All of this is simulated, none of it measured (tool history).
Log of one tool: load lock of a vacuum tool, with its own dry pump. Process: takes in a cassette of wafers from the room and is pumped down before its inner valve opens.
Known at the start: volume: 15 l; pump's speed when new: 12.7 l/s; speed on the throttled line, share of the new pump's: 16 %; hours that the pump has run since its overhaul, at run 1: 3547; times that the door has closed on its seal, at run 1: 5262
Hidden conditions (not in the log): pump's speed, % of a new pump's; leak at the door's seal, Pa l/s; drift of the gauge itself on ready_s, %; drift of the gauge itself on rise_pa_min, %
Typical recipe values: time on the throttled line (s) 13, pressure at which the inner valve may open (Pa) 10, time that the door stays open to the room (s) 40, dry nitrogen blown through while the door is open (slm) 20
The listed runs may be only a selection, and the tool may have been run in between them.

run	hour	time on the throttled line (s)	pressure at which the inner valve may open (Pa)	time that the door stays open to the room (s)	dry nitrogen blown through while the door is open (slm)	hours that the pump has run since its overhaul	times that the door has closed on its seal	incoming humidity of the room's air, %	time from the closed door until the inner valve may open (s)	rise of the pressure with all valves shut (Pa/min)
1	0.0	13	10	40	20	3547	5262	44.7	22.1	0.083
2	173.3	13	10	40	20	3720	6085	42.3	22.3	0.081
3	325.4	13	10	40	20	3873	6808	46.0	22.4	0.086
4	460.7	13	10	40	20	4008	7450	45.4	22.4	0.096
5	637.2	13	10	40	20	4184	8289	46.1	22.6	0.099
6	813.0	13	10	40	20	4360	9123	48.9	22.4	0.111
7	961.7	13	10	40	20	4509	9830	41.5	22.4	0.110
8	1131.8	13	10	40	20	4679	10638	48.3	22.5	0.121
9	1318.8	13	10	40	20	4866	11526	44.7	22.4	0.130
10	1440.2	13	10	40	20	4987	12102	44.5	22.4	0.132
11	1528.0	13	10	40	20	5075	12519	46.4	22.5	0.136
12	1659.7	13	10	40	20	5207	13145	40.9	22.5	0.141
13	1852.1	13	10	40	20	5399	14059	49.3	22.4	0.154
14	2025.9	19	15	84	17	5573	14884	44.8	27.0	0.186
15	2126.3	19	12	84	36	5673	15361	42.3	27.3	0.162
16	2218.4	13	16	114	6	5766	15798	43.4	21.7	0.225
17	2333.6	13	16	114	6	5881	16346	45.7	21.6	0.231
18	2494.0	13	16	114	6	6041	17108	44.5	22.1	0.235
19	2596.7	6	17	40	20	6144	17595	48.2	16.0	0.198
20	2783.5	10	10	40	5	6331	18482	42.7	20.0	0.229
21	2932.0	8	19	97	20	6479	19188	47.3	17.6	0.244
22	3103.6	19	11	73	7	6651	20003	44.3	27.6	0.270
23	3249.0	6	13	132	7	6796	20693	47.6	16.4	0.299
24	3441.8	15	17	42	26	6989	21609	44.4	23.7	0.257
25	3618.6	15	17	42	26	7166	22448	42.5	23.6	0.264
26	3713.2	13	11	36	30	7260	22898	43.2	22.6	0.266

Subtracting, for every run, the result it would have given without the tool's unlogged condition from the measured result gives the following. The same run-to-run variation enters both numbers; the gauge's scatter may not:
run	time from the closed door until the inner valve may open (s)	rise of the pressure with all valves shut (Pa/min)
1	+0.4	+0.030
2	+0.3	+0.036
3	+0.4	+0.041
4	+0.4	+0.047
5	+0.4	+0.052
6	+0.5	+0.059
7	+0.4	+0.066
8	+0.5	+0.074
9	+0.4	+0.081
10	+0.5	+0.087
11	+0.5	+0.092
12	+0.6	+0.100
13	+0.5	+0.108
14	+0.4	+0.120
15	+0.4	+0.126
16	+0.5	+0.128
17	+0.5	+0.139
18	+0.6	+0.146
19	+0.7	+0.152
20	+0.6	+0.167
21	+0.7	+0.177
22	+0.6	+0.188
23	+0.7	+0.198
24	+0.6	+0.215
25	+0.6	+0.222
26	+0.7	+0.230
